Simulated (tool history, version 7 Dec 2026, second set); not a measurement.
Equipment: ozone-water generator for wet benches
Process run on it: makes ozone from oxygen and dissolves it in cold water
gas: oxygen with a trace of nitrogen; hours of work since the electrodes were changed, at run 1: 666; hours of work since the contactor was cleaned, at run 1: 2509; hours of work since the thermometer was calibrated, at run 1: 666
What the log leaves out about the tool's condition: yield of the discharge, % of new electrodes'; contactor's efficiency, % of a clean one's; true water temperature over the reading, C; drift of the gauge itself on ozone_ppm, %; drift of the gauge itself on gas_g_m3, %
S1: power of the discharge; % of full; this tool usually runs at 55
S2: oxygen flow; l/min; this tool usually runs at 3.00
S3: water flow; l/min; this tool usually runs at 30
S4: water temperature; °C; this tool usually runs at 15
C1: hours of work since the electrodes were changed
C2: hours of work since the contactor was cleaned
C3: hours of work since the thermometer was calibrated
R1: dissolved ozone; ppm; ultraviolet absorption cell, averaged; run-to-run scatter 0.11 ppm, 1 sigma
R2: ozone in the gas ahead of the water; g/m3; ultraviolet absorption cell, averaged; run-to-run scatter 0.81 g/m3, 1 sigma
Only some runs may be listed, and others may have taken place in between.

run,hour,S1,S2,S3,S4,C1,C2,C3,R1,R2
1,0.0,55,3.00,30,15,666,2509,666,8.0,127.8
2,59.2,55,3.00,30,15,707,2550,707,8.0,127.5
3,105.3,55,3.00,30,15,739,2581,739,7.9,128.7
4,147.5,55,3.00,30,15,768,2610,768,8.2,127.9
5,190.2,55,3.00,30,15,797,2640,797,8.0,127.9
6,233.8,55,3.00,20,15,827,2670,827,11.8,128.0
7,294.8,55,3.00,20,15,870,2712,870,11.8,127.8
8,326.3,55,3.00,18,15,891,2734,891,12.9,126.8
9,379.2,55,3.00,18,15,928,2770,928,13.1,127.1
10,412.7,55,3.00,18,15,951,2793,951,13.1,127.9
11,453.6,55,3.00,18,15,979,2822,979,13.2,127.5
12,500.0,55,3.00,18,15,1011,2854,1011,13.2,127.1
13,559.6,55,3.00,30,15,1052,2895,1052,8.2,127.5
14,623.0,62,3.00,30,15,1096,2938,1096,8.8,136.3
15,684.1,62,3.00,30,15,1138,2981,1138,8.7,140.0
16,714.6,55,3.00,30,15,1159,3002,1159,8.1,126.6
17,749.5,55,3.00,30,15,1183,3026,1183,8.1,126.0
18,814.6,53,4.27,37,15,1228,3071,1228,6.9,102.5
19,865.7,55,4.72,21,11,1263,3106,1263,12.5,98.6
20,894.3,68,2.22,18,21,1283,3125,1283,13.8,175.5
21,935.4,68,2.22,18,21,1311,3154,1311,13.9,173.7
22,993.1,64,2.96,30,15,1351,3194,1351,8.8,142.1
23,1031.9,42,4.11,40,19,1378,3220,1378,5.2,90.2
24,1089.9,41,3.00,21,15,1418,3260,1418,9.2,104.6
25,1137.6,55,3.00,26,9,1451,3293,1451,9.8,127.8
26,1202.8,69,3.95,30,19,1496,3338,1496,9.5,125.9
27,1231.7,69,3.95,30,19,1516,3358,1516,9.4,127.0
28,1258.8,55,5.24,42,15,1534,3377,1534,6.4,92.5
29,1319.7,55,1.60,30,15,1576,3419,1576,6.8,182.5
30,1354.6,55,1.60,30,15,1600,3443,1600,6.8,180.1
31,1387.7,78,2.33,30,13,1623,3466,1623,9.7,185.7
32,1433.0,68,2.33,30,13,1655,3497,1655,8.8,169.1
33,1460.8,54,3.00,30,15,1674,3516,1674,7.9,124.7
34,1505.2,64,3.00,38,15,1704,3547,1704,7.0,140.2

Below are 3 alternative next runs, each starting from the tool's condition after run 34. Predict each:
A,1552.4,55,2.65,30,11,1737,3579,1737,?,?
B,1552.4,55,2.17,30,22,1737,3579,1737,?,?
C,1552.4,64,3.00,25,12,1737,3579,1737,?,?

run,R1,R2
A,8.0,135.8
B,7.2,152.7
C,10.8,141.5
With no hidden state in the tool, these same runs would have given:
run,R1,R2
A,8.0,135.9
B,7.2,152.8
C,10.8,141.6
